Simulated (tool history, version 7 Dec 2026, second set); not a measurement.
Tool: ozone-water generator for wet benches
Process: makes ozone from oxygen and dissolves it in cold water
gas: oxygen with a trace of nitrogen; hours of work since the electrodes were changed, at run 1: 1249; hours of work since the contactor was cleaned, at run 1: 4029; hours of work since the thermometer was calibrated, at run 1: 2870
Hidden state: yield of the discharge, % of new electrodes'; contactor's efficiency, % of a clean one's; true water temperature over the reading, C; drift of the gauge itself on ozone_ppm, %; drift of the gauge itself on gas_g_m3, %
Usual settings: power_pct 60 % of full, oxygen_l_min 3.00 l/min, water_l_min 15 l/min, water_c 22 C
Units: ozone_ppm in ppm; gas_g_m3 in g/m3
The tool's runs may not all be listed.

run	hour	power_pct	oxygen_l_min	water_l_min	water_c	hours of work since the electrodes were changed	hours of work since the contactor was cleaned	hours of work since the thermometer was calibrated	ozone_ppm	gas_g_m3
1	0.0	60	3.00	15	22	1249	4029	2870	12.7	143.7
2	31.7	60	2.05	15	22	1278	4058	2899	12.8	186.8
3	61.9	60	2.05	15	22	1305	4085	2926	12.9	186.4
4	83.5	60	2.05	15	22	1325	4105	2946	12.9	184.6
5	105.3	60	2.05	15	22	1345	4125	2966	13.1	185.4
6	130.8	60	2.05	15	22	1368	4148	2989	13.1	186.8
7	172.2	84	3.00	15	22	1405	4186	3026	14.8	168.9
8	205.5	60	3.06	15	22	1435	4216	3056	12.7	141.0
# hour 213.1: contactor cleaned
9	239.4	60	3.06	15	22	1463	24	3084	12.5	140.7
10	259.8	79	1.94	15	20	1481	42	3102	14.7	221.7
11	296.2	77	3.63	12	29	1514	75	3135	14.7	140.3

Run 12 comes next. What will it give?
# hour 334.9: contactor cleaned, once more
12	341.1	60	2.40	22	30	1551	6	3172	?	?

Run 12 gave ozone_ppm 8.6 ppm, gas_g_m3 166.3 g/m3.
Without the tool's hidden state the same run would have given ozone_ppm 9.0 ppm, gas_g_m3 173.9 g/m3.
